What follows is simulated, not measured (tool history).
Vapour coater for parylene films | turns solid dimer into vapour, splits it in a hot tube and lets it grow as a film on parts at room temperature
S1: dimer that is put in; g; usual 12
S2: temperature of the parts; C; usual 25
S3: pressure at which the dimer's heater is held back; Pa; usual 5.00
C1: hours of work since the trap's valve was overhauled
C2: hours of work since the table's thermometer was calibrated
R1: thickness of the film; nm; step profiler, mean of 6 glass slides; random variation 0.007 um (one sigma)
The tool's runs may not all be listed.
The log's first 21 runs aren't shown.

{"run": 22, "hour": 306.1, "S1": 6, "S2": 25, "S3": 5.0, "C1": 261, "C2": 471, "R1": 994}
{"run": 23, "hour": 320.8, "S1": 6, "S2": 25, "S3": 5.0, "C1": 274, "C2": 484, "R1": 986}
{"hour": 335.7, "done": "trap's valve overhauled"}
{"run": 24, "hour": 341.9, "S1": 5, "S2": 31, "S3": 6.85, "C1": 6, "C2": 499, "R1": 744}
{"run": 25, "hour": 357.5, "S1": 14, "S2": 25, "S3": 5.0, "C1": 20, "C2": 513, "R1": 2447}
{"run": 26, "hour": 372.9, "S1": 10, "S2": 30, "S3": 2.04, "C1": 33, "C2": 527, "R1": 1670}
{"run": 27, "hour": 388.2, "S1": 10, "S2": 30, "S3": 2.04, "C1": 47, "C2": 541, "R1": 1664}
{"run": 28, "hour": 405.9, "S1": 10, "S2": 30, "S3": 2.04, "C1": 63, "C2": 557, "R1": 1670}
{"run": 29, "hour": 417.3, "S1": 10, "S2": 30, "S3": 2.04, "C1": 73, "C2": 567, "R1": 1656}
{"run": 30, "hour": 431.2, "S1": 10, "S2": 30, "S3": 2.04, "C1": 86, "C2": 579, "R1": 1652}
{"run": 31, "hour": 445.3, "S1": 10, "S2": 19, "S3": 10.96, "C1": 99, "C2": 592, "R1": 1827}
{"run": 32, "hour": 456.1, "S1": 7, "S2": 29, "S3": 5.0, "C1": 108, "C2": 602, "R1": 1096}
{"run": 33, "hour": 475.3, "S1": 20, "S2": 32, "S3": 5.35, "C1": 125, "C2": 619, "R1": 2912}
{"run": 34, "hour": 484.5, "S1": 20, "S2": 19, "S3": 7.78, "C1": 134, "C2": 627, "R1": 3734}
{"run": 35, "hour": 495.8, "S1": 13, "S2": 20, "S3": 3.69, "C1": 144, "C2": 637, "R1": 2528}
{"run": 36, "hour": 511.7, "S1": 10, "S2": 27, "S3": 3.69, "C1": 158, "C2": 652, "R1": 1656}
{"run": 37, "hour": 530.6, "S1": 12, "S2": 32, "S3": 5.0, "C1": 175, "C2": 669, "R1": 1721}
{"run": 38, "hour": 542.0, "S1": 10, "S2": 26, "S3": 2.66, "C1": 185, "C2": 679, "R1": 1738}
{"run": 39, "hour": 551.0, "S1": 12, "S2": 29, "S3": 9.24, "C1": 194, "C2": 687, "R1": 1740}
{"run": 40, "hour": 569.5, "S1": 12, "S2": 29, "S3": 9.24, "C1": 210, "C2": 704, "R1": 1737}

Forecast each of these 5 alternatives for the next run:
{"run": "A", "hour": 585.8, "S1": 16, "S2": 21, "S3": 7.94, "C1": 225, "C2": 718, "R1": "?"}
{"run": "B", "hour": 585.8, "S1": 12, "S2": 29, "S3": 9.24, "C1": 225, "C2": 718, "R1": "?"}
{"run": "C", "hour": 585.8, "S1": 16, "S2": 28, "S3": 6.22, "C1": 225, "C2": 718, "R1": "?"}
{"run": "D", "hour": 585.8, "S1": 12, "S2": 24, "S3": 7.72, "C1": 225, "C2": 718, "R1": "?"}
{"run": "E", "hour": 585.8, "S1": 12, "S2": 28, "S3": 5.0, "C1": 225, "C2": 718, "R1": "?"}

run=A R1=2803
run=B R1=1741
run=C R1=2454
run=D R1=1969
run=E R1=1871
Without the tool's hidden state the same runs would have given:
run=A R1=2948
run=B R1=1831
run=C R1=2581
run=D R1=2070
run=E R1=1968
